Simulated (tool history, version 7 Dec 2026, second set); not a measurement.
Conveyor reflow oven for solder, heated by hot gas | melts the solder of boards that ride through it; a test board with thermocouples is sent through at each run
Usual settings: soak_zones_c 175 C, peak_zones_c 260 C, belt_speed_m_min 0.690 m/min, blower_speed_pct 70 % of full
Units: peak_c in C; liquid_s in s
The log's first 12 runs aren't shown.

run,hour,soak_zones_c,peak_zones_c,belt_speed_m_min,blower_speed_pct,hours of work since the flux was cleaned out,hours of work since the belt drive was overhauled,hours of work since the thermocouples were changed,peak_c,liquid_s
13,93.4,175,260,0.690,70,118,379,642,248.6,38.6
14,98.4,175,260,0.690,70,122,383,645,248.3,38.8
15,106.1,175,260,0.690,70,128,389,651,249.2,38.8
16,110.8,175,260,0.690,70,131,393,655,248.1,38.3
17,117.0,175,270,0.747,52,136,397,660,250.4,35.0
18,125.9,175,263,0.747,52,143,404,666,243.5,31.4
19,136.6,175,263,0.567,52,151,412,674,252.3,49.7
# hour 142.3: flux residue cleaned out of gas plates and filters
20,146.4,175,266,0.788,52,3,416,678,244.8,29.4
21,155.7,175,260,0.690,70,10,423,685,248.4,38.4
22,162.5,186,260,0.690,70,15,428,690,249.6,42.2
# hour 174.8: flux residue cleaned out of gas plates and filters, once more
23,178.6,188,265,0.690,70,3,436,699,255.4,44.6
24,184.8,160,265,0.734,61,8,441,703,247.3,32.1
25,190.9,160,265,0.734,61,12,446,708,247.1,31.7
26,199.4,175,260,0.690,53,19,452,714,245.8,35.0
27,204.6,175,260,0.690,53,23,456,718,244.9,35.6
28,214.6,175,256,0.690,80,30,464,726,246.5,38.4
29,219.3,175,271,0.820,80,34,467,730,255.7,34.6
30,228.3,175,271,0.820,80,41,474,736,255.6,34.9
# hour 233.0: thermocouples of zones 6 and 7 changed
31,235.0,175,263,0.820,51,44,478,2,240.5,25.7

3 ways to go on from here, each from the tool as it stands after run 31. What would each give?
A,242.6,167,249,0.690,70,50,483,7,?,?
B,242.6,175,260,0.814,51,50,483,7,?,?
C,242.6,175,261,0.820,51,50,483,7,?,?

run,peak_c,liquid_s
A,236.5,29.7
B,238.5,24.7
C,238.3,24.2
Without the tool's hidden state the same runs would have given:
run,peak_c,liquid_s
A,236.8,29.6
B,238.7,24.5
C,238.4,24.0
